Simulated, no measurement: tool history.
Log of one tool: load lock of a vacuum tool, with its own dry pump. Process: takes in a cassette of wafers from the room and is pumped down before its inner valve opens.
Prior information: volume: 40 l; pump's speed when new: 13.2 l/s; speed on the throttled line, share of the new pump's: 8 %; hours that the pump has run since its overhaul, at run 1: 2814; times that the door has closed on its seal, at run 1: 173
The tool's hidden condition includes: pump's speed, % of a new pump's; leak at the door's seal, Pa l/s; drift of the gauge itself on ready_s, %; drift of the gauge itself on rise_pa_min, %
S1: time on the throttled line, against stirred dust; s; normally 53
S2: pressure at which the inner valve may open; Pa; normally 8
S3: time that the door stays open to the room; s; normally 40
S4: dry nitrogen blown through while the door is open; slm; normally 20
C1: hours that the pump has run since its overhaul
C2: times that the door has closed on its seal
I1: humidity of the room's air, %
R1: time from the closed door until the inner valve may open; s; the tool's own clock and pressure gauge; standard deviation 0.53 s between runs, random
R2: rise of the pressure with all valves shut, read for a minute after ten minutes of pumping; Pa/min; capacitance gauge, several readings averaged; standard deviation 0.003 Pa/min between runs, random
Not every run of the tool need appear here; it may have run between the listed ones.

run 1 hour=0 | S1=53 S2=8 S3=40 S4=20 | C1=2814 C2=173 | I1=41.5 | R1=79.8 R2=0.034
run 2 hour=91.5 | S1=53 S2=8 S3=40 S4=17 | C1=2905 C2=350 | I1=44.9 | R1=79.6 R2=0.03
run 3 hour=134.1 | S1=53 S2=8 S3=40 S4=17 | C1=2948 C2=432 | I1=42.2 | R1=79.7 R2=0.031
run 4 hour=211.1 | S1=53 S2=8 S3=40 S4=20 | C1=3025 C2=581 | I1=44.8 | R1=79.9 R2=0.028
run 5 hour=253.2 | S1=53 S2=8 S3=40 S4=20 | C1=3067 C2=662 | I1=43.4 | R1=80.5 R2=0.031
run 6 hour=318.8 | S1=53 S2=8 S3=40 S4=20 | C1=3132 C2=789 | I1=42.1 | R1=80.1 R2=0.028
run 7 hour=384.5 | S1=53 S2=8 S3=211 S4=20 | C1=3198 C2=916 | I1=42.6 | R1=80.4 R2=0.067
run 8 hour=435.5 | S1=53 S2=8 S3=40 S4=7 | C1=3249 C2=1015 | I1=44.7 | R1=79.7 R2=0.051
run 9 hour=476.9 | S1=53 S2=8 S3=40 S4=7 | C1=3291 C2=1095 | I1=42.7 | R1=80.2 R2=0.042
run 10 hour=549.5 | S1=53 S2=8 S3=40 S4=7 | C1=3363 C2=1235 | I1=43.3 | R1=79.9 R2=0.045
run 11 hour=619.3 | S1=53 S2=8 S3=40 S4=20 | C1=3433 C2=1370 | I1=47.6 | R1=79.5 R2=0.036
run 12 hour=658.6 | S1=53 S2=8 S3=40 S4=20 | C1=3472 C2=1446 | I1=42.9 | R1=79.4 R2=0.035
run 13 hour=712.9 | S1=53 S2=8 S3=40 S4=20 | C1=3527 C2=1551 | I1=42.5 | R1=78.5 R2=0.032
run 14 hour=772.3 | S1=53 S2=8 S3=40 S4=20 | C1=3586 C2=1666 | I1=44.5 | R1=79.4 R2=0.036
run 15 hour=863.6 | S1=53 S2=8 S3=40 S4=20 | C1=3677 C2=1843 | I1=43.5 | R1=79.4 R2=0.036
run 16 hour=918.4 | S1=27 S2=8 S3=40 S4=20 | C1=3732 C2=1949 | I1=49.3 | R1=56.5 R2=0.037
run 17 hour=980.3 | S1=27 S2=8 S3=40 S4=20 | C1=3794 C2=2068 | I1=47.6 | R1=56.3 R2=0.039
run 18 hour=1048.7 | S1=27 S2=8 S3=40 S4=20 | C1=3862 C2=2200 | I1=43.8 | R1=56.7 R2=0.042
run 19 hour=1118.4 | S1=27 S2=8 S3=40 S4=20 | C1=3932 C2=2335 | I1=47.6 | R1=56.4 R2=0.043
run 20 hour=1166.3 | S1=49 S2=8 S3=40 S4=20 | C1=3980 C2=2428 | I1=45.6 | R1=77.2 R2=0.036
run 21 hour=1228.8 | S1=96 S2=7 S3=140 S4=20 | C1=4042 C2=2549 | I1=47.4 | R1=119.7 R2=0.06
run 22 hour=1290.5 | S1=69 S2=15 S3=40 S4=6 | C1=4104 C2=2668 | I1=42.6 | R1=92.8 R2=0.049
run 23 hour=1381.5 | S1=69 S2=8 S3=64 S4=6 | C1=4195 C2=2844 | I1=45.6 | R1=94.6 R2=0.071
run 24 hour=1458.7 | S1=37 S2=12 S3=26 S4=36 | C1=4272 C2=2993 | I1=43.6 | R1=64.6 R2=0.035
run 25 hour=1547.9 | S1=53 S2=13 S3=29 S4=8 | C1=4361 C2=3166 | I1=45.6 | R1=77.2 R2=0.049
run 26 hour=1630.3 | S1=89 S2=15 S3=229 S4=10 | C1=4444 C2=3325 | I1=43.8 | R1=109.9 R2=0.089
run 27 hour=1701.3 | S1=35 S2=7 S3=59 S4=36 | C1=4515 C2=3462 | I1=44 | R1=64 R2=0.033
run 28 hour=1752 | S1=35 S2=15 S3=59 S4=5 | C1=4566 C2=3560 | I1=44.5 | R1=60.9 R2=0.064
run 29 hour=1814.1 | S1=80 S2=8 S3=44 S4=12 | C1=4628 C2=3680 | I1=45.8 | R1=104.5 R2=0.051
run 30 hour=1890 | S1=80 S2=8 S3=44 S4=12 | C1=4704 C2=3827 | I1=46.5 | R1=104.2 R2=0.048
run 31 hour=1948.5 | S1=80 S2=8 S3=44 S4=12 | C1=4762 C2=3940 | I1=46.7 | R1=103.6 R2=0.052
run 32 hour=2011.3 | S1=53 S2=6 S3=29 S4=20 | C1=4825 C2=4062 | I1=44.7 | R1=81.9 R2=0.038
run 33 hour=2064.3 | S1=61 S2=14 S3=59 S4=10 | C1=4878 C2=4164 | I1=42.8 | R1=85 R2=0.058
run 34 hour=2120.7 | S1=62 S2=14 S3=59 S4=10 | C1=4934 C2=4273 | I1=42.1 | R1=86 R2=0.063
run 35 hour=2181.5 | S1=62 S2=14 S3=59 S4=10 | C1=4995 C2=4391 | I1=45.7 | R1=86.1 R2=0.071
run 36 hour=2236.1 | S1=64 S2=8 S3=40 S4=12 | C1=5050 C2=4496 | I1=43.8 | R1=90.7 R2=0.046
run 37 hour=2315.1 | S1=64 S2=8 S3=40 S4=12 | C1=5129 C2=4649 | I1=44.2 | R1=91.1 R2=0.055

Measured minus without-hidden-state, run by run (identical run-to-run variation in each term; gauge scatter may differ):
run=1 R1=+1.7 R2=-0.001
run=2 R1=+1.7 R2=+0
run=3 R1=+1.7 R2=+0
run=4 R1=+1.8 R2=+0
run=5 R1=+1.8 R2=+0.001
run=6 R1=+1.8 R2=+0.001
run=7 R1=+1.9 R2=+0.002
run=8 R1=+1.9 R2=+0.002
run=9 R1=+1.9 R2=+0.002
run=10 R1=+2 R2=+0.003
run=11 R1=+2 R2=+0.003
run=12 R1=+2 R2=+0.003
run=13 R1=+2 R2=+0.004
run=14 R1=+2 R2=+0.004
run=15 R1=+2.1 R2=+0.004
run=16 R1=+2.4 R2=+0.005
run=17 R1=+2.4 R2=+0.005
run=18 R1=+2.4 R2=+0.006
run=19 R1=+2.5 R2=+0.006
run=20 R1=+2.4 R2=+0.007
run=21 R1=+2 R2=+0.007
run=22 R1=+2 R2=+0.008
run=23 R1=+2.2 R2=+0.008
run=24 R1=+2.4 R2=+0.008
run=25 R1=+2.2 R2=+0.01
run=26 R1=+1.9 R2=+0.01
run=27 R1=+2.7 R2=+0.01
run=28 R1=+2.4 R2=+0.01
run=29 R1=+2.4 R2=+0.011
run=30 R1=+2.4 R2=+0.012
run=31 R1=+2.3 R2=+0.012
run=32 R1=+2.9 R2=+0.012
run=33 R1=+2.5 R2=+0.013
run=34 R1=+2.4 R2=+0.014
run=35 R1=+2.4 R2=+0.014
run=36 R1=+2.7 R2=+0.014
run=37 R1=+2.8 R2=+0.014
